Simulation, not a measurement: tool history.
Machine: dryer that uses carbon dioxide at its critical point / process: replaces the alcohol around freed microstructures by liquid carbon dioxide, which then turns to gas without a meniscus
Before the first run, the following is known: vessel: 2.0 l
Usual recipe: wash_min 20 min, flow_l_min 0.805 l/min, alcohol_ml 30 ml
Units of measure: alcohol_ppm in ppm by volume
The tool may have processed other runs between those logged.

run,hour,wash_min,flow_l_min,alcohol_ml,alcohol_ppm
1,0,20,0.805,30,90
2,37.7,20,0.587,30,222
3,64.3,25,0.587,30,96
4,92.4,25,0.587,30,108
5,128.6,25,0.587,30,114
6,157,20,0.805,37,97
7,191,21,0.805,37,87
8,226.5,21,0.805,37,88
9,256,20,0.805,30,96
10,295.6,20,0.805,30,93
11,323.7,20,0.805,30,42
12,354.7,20,0.805,30,40
13,374.8,20,0.805,30,40
14,399.6,20,0.805,30,49
15,432.5,20,0.805,30,50
16,456,20,0.805,30,46
17,484.3,20,0.805,30,57
18,506,20,0.805,30,63
19,536.4,20,0.805,30,67
20,559.4,20,0.805,57,108
21,594.2,20,0.805,57,77
22,621.2,20,1.347,99,18
23,639.9,29,0.617,30,34
24,661,29,0.617,30,24
25,691.7,13,0.617,30,827
26,725.5,20,1.193,30,18
27,764.6,27,1.315,97,4
28,791,20,0.811,30,62
29,818.5,14,0.679,43,786
30,845.3,14,0.679,31,578
31,876.4,28,0.679,31,36
32,915.4,28,0.679,31,23
33,951,28,0.679,31,34
34,976.4,14,0.901,21,127
35,993.7,26,0.67,73,87
36,1034,15,0.745,36,346
37,1073.1,20,0.728,113,356

Removed from this log: 5 entries logged between the listed runs. Between which two listed runs does each belong, and how does the tool's hidden state at the listed run before it compare with that at the listed run after it?
Run 1 -> run 2: inlet filter changed (hour 33.4)
  flow that reaches the vessel past the clogged filter, %: 93.9 -> 98.7; alcohol in the recycled carbon dioxide, ppm: 37 -> 37.9
  difference, measured minus the result without the unlogged condition, alcohol_ppm: +48 -> +44 ppm by volume
Run 10 -> run 11: inlet filter changed (hour 304.2); purifier's bed changed (hour 310.8)
  flow that reaches the vessel past the clogged filter, %: 91.9 -> 99.4; alcohol in the recycled carbon dioxide, ppm: 43.6 -> 5.5
  difference, measured minus the result without the unlogged condition, alcohol_ppm: +60 -> +1 ppm by volume
Run 20 -> run 21: inlet filter changed (hour 577.3)
  flow that reaches the vessel past the clogged filter, %: 93.5 -> 99; alcohol in the recycled carbon dioxide, ppm: 10.7 -> 11.5
  difference, measured minus the result without the unlogged condition, alcohol_ppm: +38 -> +10 ppm by volume
Run 30 -> run 31: inlet filter changed (hour 849.5)
  flow that reaches the vessel past the clogged filter, %: 92.6 -> 99.3; alcohol in the recycled carbon dioxide, ppm: 17.1 -> 17.8
  difference, measured minus the result without the unlogged condition, alcohol_ppm: +144 -> +14 ppm by volume

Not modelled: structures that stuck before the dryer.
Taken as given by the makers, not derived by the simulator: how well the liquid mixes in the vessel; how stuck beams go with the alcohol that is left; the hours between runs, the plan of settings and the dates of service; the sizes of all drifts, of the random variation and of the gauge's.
